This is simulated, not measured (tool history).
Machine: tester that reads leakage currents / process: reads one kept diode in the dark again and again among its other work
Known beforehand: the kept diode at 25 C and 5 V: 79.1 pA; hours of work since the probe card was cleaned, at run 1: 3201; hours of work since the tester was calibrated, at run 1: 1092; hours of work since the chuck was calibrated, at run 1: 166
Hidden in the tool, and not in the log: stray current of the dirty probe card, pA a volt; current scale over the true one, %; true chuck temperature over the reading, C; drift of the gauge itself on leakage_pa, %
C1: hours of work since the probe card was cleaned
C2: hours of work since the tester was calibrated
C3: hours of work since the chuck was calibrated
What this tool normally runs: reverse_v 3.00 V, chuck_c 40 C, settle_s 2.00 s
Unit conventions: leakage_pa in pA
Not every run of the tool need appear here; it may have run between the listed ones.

{"run": 1, "hour": 0.0, "reverse_v": 3.0, "chuck_c": 40, "settle_s": 2.0, "C1": 3201, "C2": 1092, "C3": 166, "leakage_pa": 173.57}
{"run": 2, "hour": 34.5, "reverse_v": 3.0, "chuck_c": 40, "settle_s": 2.0, "C1": 3216, "C2": 1107, "C3": 181, "leakage_pa": 173.14}
{"run": 3, "hour": 62.6, "reverse_v": 3.0, "chuck_c": 40, "settle_s": 2.0, "C1": 3228, "C2": 1119, "C3": 193, "leakage_pa": 172.52}
{"run": 4, "hour": 93.7, "reverse_v": 3.0, "chuck_c": 40, "settle_s": 2.0, "C1": 3242, "C2": 1133, "C3": 207, "leakage_pa": 172.93}
{"run": 5, "hour": 125.3, "reverse_v": 3.0, "chuck_c": 40, "settle_s": 2.0, "C1": 3255, "C2": 1147, "C3": 220, "leakage_pa": 172.7}
{"run": 6, "hour": 158.7, "reverse_v": 3.0, "chuck_c": 40, "settle_s": 2.0, "C1": 3270, "C2": 1161, "C3": 235, "leakage_pa": 172.27}
{"run": 7, "hour": 216.9, "reverse_v": 3.0, "chuck_c": 40, "settle_s": 2.0, "C1": 3295, "C2": 1186, "C3": 260, "leakage_pa": 172.9}
{"run": 8, "hour": 266.3, "reverse_v": 3.0, "chuck_c": 40, "settle_s": 2.0, "C1": 3317, "C2": 1208, "C3": 281, "leakage_pa": 172.05}
{"run": 9, "hour": 300.4, "reverse_v": 3.0, "chuck_c": 40, "settle_s": 3.36, "C1": 3331, "C2": 1223, "C3": 296, "leakage_pa": 171.99}
{"run": 10, "hour": 334.6, "reverse_v": 3.0, "chuck_c": 40, "settle_s": 3.36, "C1": 3346, "C2": 1237, "C3": 311, "leakage_pa": 171.92}
{"run": 11, "hour": 361.8, "reverse_v": 3.0, "chuck_c": 40, "settle_s": 3.36, "C1": 3358, "C2": 1249, "C3": 323, "leakage_pa": 171.35}
{"run": 12, "hour": 407.3, "reverse_v": 3.0, "chuck_c": 40, "settle_s": 3.36, "C1": 3378, "C2": 1269, "C3": 343, "leakage_pa": 172.43}
{"run": 13, "hour": 438.4, "reverse_v": 3.0, "chuck_c": 40, "settle_s": 3.36, "C1": 3391, "C2": 1282, "C3": 356, "leakage_pa": 171.71}
{"run": 14, "hour": 484.8, "reverse_v": 11.82, "chuck_c": 51, "settle_s": 0.43, "C1": 3411, "C2": 1303, "C3": 376, "leakage_pa": 768.7}
{"run": 15, "hour": 547.4, "reverse_v": 9.25, "chuck_c": 22, "settle_s": 0.43, "C1": 3439, "C2": 1330, "C3": 403, "leakage_pa": 103.36}
{"run": 16, "hour": 613.1, "reverse_v": 15.17, "chuck_c": 22, "settle_s": 1.1, "C1": 3467, "C2": 1358, "C3": 432, "leakage_pa": 135.22}
{"run": 17, "hour": 664.5, "reverse_v": 3.0, "chuck_c": 40, "settle_s": 0.47, "C1": 3489, "C2": 1381, "C3": 454, "leakage_pa": 173.69}
{"run": 18, "hour": 707.5, "reverse_v": 3.0, "chuck_c": 40, "settle_s": 7.21, "C1": 3508, "C2": 1399, "C3": 473, "leakage_pa": 170.3}
{"run": 19, "hour": 770.4, "reverse_v": 8.46, "chuck_c": 25, "settle_s": 1.6, "C1": 3535, "C2": 1426, "C3": 500, "leakage_pa": 114.5}
{"run": 20, "hour": 805.4, "reverse_v": 7.75, "chuck_c": 25, "settle_s": 1.05, "C1": 3550, "C2": 1442, "C3": 515, "leakage_pa": 108.91}
{"run": 21, "hour": 852.1, "reverse_v": 2.43, "chuck_c": 30, "settle_s": 5.73, "C1": 3571, "C2": 1462, "C3": 536, "leakage_pa": 77.09}
{"run": 22, "hour": 899.0, "reverse_v": 1.21, "chuck_c": 45, "settle_s": 3.8, "C1": 3591, "C2": 1482, "C3": 556, "leakage_pa": 140.81}
{"run": 23, "hour": 939.0, "reverse_v": 2.83, "chuck_c": 40, "settle_s": 2.0, "C1": 3608, "C2": 1500, "C3": 573, "leakage_pa": 164.94}
{"run": 24, "hour": 991.3, "reverse_v": 2.67, "chuck_c": 21, "settle_s": 2.0, "C1": 3631, "C2": 1522, "C3": 596, "leakage_pa": 43.1}
{"run": 25, "hour": 1021.6, "reverse_v": 1.27, "chuck_c": 35, "settle_s": 8.63, "C1": 3644, "C2": 1535, "C3": 609, "leakage_pa": 74.35}
{"run": 26, "hour": 1082.0, "reverse_v": 4.67, "chuck_c": 20, "settle_s": 0.37, "C1": 3670, "C2": 1562, "C3": 635, "leakage_pa": 59.41}

Here are 4 independent what-if runs from the current tool condition. What would each one return?
{"run": "A", "hour": 1141.7, "reverse_v": 9.15, "chuck_c": 27, "settle_s": 2.44, "C1": 3696, "C2": 1587, "C3": 661, "leakage_pa": "?"}
{"run": "B", "hour": 1141.7, "reverse_v": 1.78, "chuck_c": 20, "settle_s": 0.73, "C1": 3696, "C2": 1587, "C3": 661, "leakage_pa": "?"}
{"run": "C", "hour": 1141.7, "reverse_v": 13.18, "chuck_c": 40, "settle_s": 2.0, "C1": 3696, "C2": 1587, "C3": 661, "leakage_pa": "?"}
{"run": "D", "hour": 1141.7, "reverse_v": 4.67, "chuck_c": 20, "settle_s": 3.45, "C1": 3696, "C2": 1587, "C3": 661, "leakage_pa": "?"}

run=A leakage_pa=136.83
run=B leakage_pa=31.95
run=C leakage_pa=401.39
run=D leakage_pa=55.89
What these runs would have given with no unlogged condition in the tool:
run=A leakage_pa=131.17
run=B leakage_pa=30.98
run=C leakage_pa=396.56
run=D leakage_pa=52.82

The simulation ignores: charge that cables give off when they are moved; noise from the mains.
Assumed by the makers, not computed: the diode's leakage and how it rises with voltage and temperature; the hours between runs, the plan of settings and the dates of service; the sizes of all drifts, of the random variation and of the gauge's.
